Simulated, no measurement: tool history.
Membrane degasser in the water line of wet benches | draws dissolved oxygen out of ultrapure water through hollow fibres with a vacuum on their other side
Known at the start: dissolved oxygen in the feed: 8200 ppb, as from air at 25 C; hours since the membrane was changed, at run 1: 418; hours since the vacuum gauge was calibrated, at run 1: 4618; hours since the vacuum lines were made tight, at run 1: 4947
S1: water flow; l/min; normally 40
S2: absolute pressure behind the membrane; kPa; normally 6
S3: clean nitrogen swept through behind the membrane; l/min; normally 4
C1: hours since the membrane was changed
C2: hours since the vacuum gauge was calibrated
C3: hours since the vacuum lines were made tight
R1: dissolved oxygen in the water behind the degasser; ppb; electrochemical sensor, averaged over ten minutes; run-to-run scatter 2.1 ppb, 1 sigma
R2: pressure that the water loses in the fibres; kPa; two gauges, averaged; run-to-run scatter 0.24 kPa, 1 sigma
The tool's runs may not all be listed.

run    hour  S1     S2    S3    C1    C2    C3     R1     R2
  1       0  40      6     4   418  4618  4947    217  61.65
  2    64.2  40      6     4   482  4682  5011  219.7  61.37
  3   162.1  40      6     4   580  4780  5109  216.6  61.54
  4   217.3  40      6     4   635  4835  5165  215.6  61.47
  5   267.1  40      6     4   685  4885  5214  220.5  62.26
  6   342.1  40      6     4   760  4960  5289  219.8  61.84
  7   436.1  40      6     4   854  5054  5383  217.7  61.54
  8   500.3  40      6     4   918  5118  5447  219.6   61.5
  9   609.4  51      6     4  1027  5227  5557  390.6  78.52
 10     716  51      6     4  1134  5334  5663  386.7  79.53
 11   796.3  37      6     4  1214  5414  5744  184.3  57.66
 12   872.7  37      6     4  1291  5491  5820  184.4  57.26
 13   943.2  27      6     4  1361  5561  5890   85.2  41.56
 14  1002.7  27      6     4  1421  5621  5950   86.8  42.17
 15  1084.1  27      6     4  1502  5702  6031   87.3  42.11
 16  1155.2  27      6     4  1573  5773  6102   84.6  42.01
 17  1230.6  27      6     4  1648  5849  6178   86.1     42
 18  1283.3  27      6     4  1701  5901  6231   87.7   41.9
 19  1357.2  48      6     4  1775  5975  6304  347.4  74.95
 20  1441.7  33  12.18  7.02  1860  6060  6389  187.7  51.61
 21  1532.1  32  10.36  9.79  1950  6150  6479  131.1   50.1
 22  1650.6  30      6  6.88  2068  6269  6598   91.6  46.69
 23  1750.7  30   8.18  9.39  2169  6369  6698   98.9  46.73
 24  1804.1  61   14.1     4  2222  6422  6751  832.5  95.78
 25  1883.3  40   8.23  7.29  2301  6501  6830  227.9  62.63
 26  1945.5  40   8.23  7.29  2363  6564  6893    231  62.77
 27  2057.7  33   6.36  8.99  2476  6676  7005  114.2  51.94
 28  2144.8  33  13.18  8.99  2563  6763  7092  175.3  51.82
 29  2228.1  50  13.18  8.99  2646  6846  7175  434.2  78.51
 30  2306.4  54   8.73   8.4  2724  6924  7254  457.2  85.06
 31  2420.4  25   5.32   4.9  2838  7038  7368   58.4  39.49
 32  2481.9  40  14.74  3.49  2900  7100  7429    461  63.03
 33  2584.7  31  14.68     4  3003  7203  7532  286.1  48.84

3 ways to go on from here, each from the tool as it stands after run 33. What would each give?
       2635  -- seals of the vacuum lines changed
  A  2686.9  38  10.14     4  3103  7303  52   ?   ?
       2635  -- seals of the vacuum lines changed
  B  2686.9  31  14.68  7.58  3103  7303  52   ?   ?
       2635  -- seals of the vacuum lines changed
  C  2686.9  33  11.16  7.86  3103  7303  52   ?   ?

run     R1     R2
  A  296.4  60.05
  B  181.3  49.16
  C  168.9  52.12
With the hidden condition removed and each run's random variation left untouched, the same runs would have given:
run     R1     R2
  A  270.3  58.21
  B  167.6  47.66
  C  152.9  50.53
